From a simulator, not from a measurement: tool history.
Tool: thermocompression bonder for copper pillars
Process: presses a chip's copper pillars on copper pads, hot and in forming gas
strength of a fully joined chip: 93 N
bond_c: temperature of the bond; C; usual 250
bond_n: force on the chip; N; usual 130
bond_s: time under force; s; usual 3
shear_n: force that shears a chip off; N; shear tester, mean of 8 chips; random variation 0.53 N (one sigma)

run	hour	bond_c	bond_n	bond_s	shear_n
1	0	250	130	3	55
2	10.6	250	130	3	55.5
3	24.2	250	130	3	54.6
4	42.3	250	130	2	49.2
5	61	250	98	2	41.4
6	75.3	250	130	7	69
7	88.7	250	130	7	68.2
8	102.8	250	130	3	54.4
9	112	250	130	3	54.6
10	125.8	250	130	3	54
11	139.1	250	130	3	54.8
12	155.6	250	130	3	54.4
13	175.3	250	130	3	54.3
14	194.9	250	159	3	60.5
15	211.5	250	159	3	59.9
16	230.8	250	159	3	59.3
17	248.7	250	190	3	64
18	261.9	250	190	3	64.2
19	273.2	237	130	3	48.3

Run 20 comes next. What will it give?
20	288.6	237	130	3	?

{"run 20": {"shear_n": 47.5}}
Without the tool's hidden state the same run would have given shear_n 49.1 N.
